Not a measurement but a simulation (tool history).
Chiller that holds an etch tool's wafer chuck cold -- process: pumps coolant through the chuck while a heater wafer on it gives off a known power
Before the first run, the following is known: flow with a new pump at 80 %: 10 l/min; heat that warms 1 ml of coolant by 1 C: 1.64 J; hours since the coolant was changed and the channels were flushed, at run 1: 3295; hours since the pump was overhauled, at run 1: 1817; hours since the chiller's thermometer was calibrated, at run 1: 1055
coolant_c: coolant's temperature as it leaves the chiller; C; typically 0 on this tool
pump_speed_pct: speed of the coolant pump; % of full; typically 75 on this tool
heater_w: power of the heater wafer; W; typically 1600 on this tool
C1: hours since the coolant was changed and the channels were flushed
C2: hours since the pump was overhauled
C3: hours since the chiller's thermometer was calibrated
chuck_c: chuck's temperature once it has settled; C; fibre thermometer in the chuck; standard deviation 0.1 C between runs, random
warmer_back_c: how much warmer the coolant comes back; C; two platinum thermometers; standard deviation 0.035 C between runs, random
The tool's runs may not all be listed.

{"run": 1, "hour": 0.0, "coolant_c": 0, "pump_speed_pct": 75, "heater_w": 1600, "C1": 3295, "C2": 1817, "C3": 1055, "chuck_c": 11.8, "warmer_back_c": 6.24}
{"run": 2, "hour": 49.3, "coolant_c": 0, "pump_speed_pct": 75, "heater_w": 1600, "C1": 3344, "C2": 1866, "C3": 1104, "chuck_c": 11.9, "warmer_back_c": 6.27}
{"run": 3, "hour": 91.2, "coolant_c": 0, "pump_speed_pct": 75, "heater_w": 1600, "C1": 3386, "C2": 1908, "C3": 1146, "chuck_c": 11.9, "warmer_back_c": 6.23}
{"run": 4, "hour": 116.5, "coolant_c": 0, "pump_speed_pct": 75, "heater_w": 1590, "C1": 3411, "C2": 1934, "C3": 1171, "chuck_c": 11.8, "warmer_back_c": 6.21}
{"run": 5, "hour": 147.8, "coolant_c": 0, "pump_speed_pct": 75, "heater_w": 1600, "C1": 3443, "C2": 1965, "C3": 1202, "chuck_c": 11.8, "warmer_back_c": 6.28}
{"run": 6, "hour": 187.6, "coolant_c": 0, "pump_speed_pct": 75, "heater_w": 1600, "C1": 3483, "C2": 2005, "C3": 1242, "chuck_c": 11.7, "warmer_back_c": 6.29}
{"run": 7, "hour": 228.3, "coolant_c": 0, "pump_speed_pct": 75, "heater_w": 1600, "C1": 3523, "C2": 2045, "C3": 1283, "chuck_c": 11.8, "warmer_back_c": 6.29}
{"run": 8, "hour": 250.0, "coolant_c": 0, "pump_speed_pct": 75, "heater_w": 1600, "C1": 3545, "C2": 2067, "C3": 1305, "chuck_c": 11.8, "warmer_back_c": 6.23}
{"run": 9, "hour": 272.2, "coolant_c": 0, "pump_speed_pct": 75, "heater_w": 1600, "C1": 3567, "C2": 2089, "C3": 1327, "chuck_c": 12.0, "warmer_back_c": 6.28}
{"run": 10, "hour": 299.3, "coolant_c": -6, "pump_speed_pct": 77, "heater_w": 1762, "C1": 3594, "C2": 2116, "C3": 1354, "chuck_c": 6.9, "warmer_back_c": 6.71}
{"run": 11, "hour": 332.5, "coolant_c": 8, "pump_speed_pct": 71, "heater_w": 1778, "C1": 3627, "C2": 2150, "C3": 1387, "chuck_c": 21.7, "warmer_back_c": 7.43}
{"hour": 372.7, "done": "coolant changed, channels flushed"}
{"run": 12, "hour": 374.5, "coolant_c": 8, "pump_speed_pct": 62, "heater_w": 1177, "C1": 2, "C2": 2186, "C3": 1423, "chuck_c": 18.2, "warmer_back_c": 5.71}
{"run": 13, "hour": 424.5, "coolant_c": 0, "pump_speed_pct": 75, "heater_w": 945, "C1": 52, "C2": 2236, "C3": 1473, "chuck_c": 7.0, "warmer_back_c": 3.72}
{"run": 14, "hour": 450.4, "coolant_c": 7, "pump_speed_pct": 72, "heater_w": 2008, "C1": 78, "C2": 2262, "C3": 1499, "chuck_c": 22.3, "warmer_back_c": 8.34}

Describe how what the log doesn't record of the tool's condition differs between the last listed run preceding each entry between runs and the first listed run following it.
Between runs 11 and 12: coolant changed, channels flushed (hour 372.7)
  heat passed by the chuck's channels, % of clean ones': 99.7 -> 100

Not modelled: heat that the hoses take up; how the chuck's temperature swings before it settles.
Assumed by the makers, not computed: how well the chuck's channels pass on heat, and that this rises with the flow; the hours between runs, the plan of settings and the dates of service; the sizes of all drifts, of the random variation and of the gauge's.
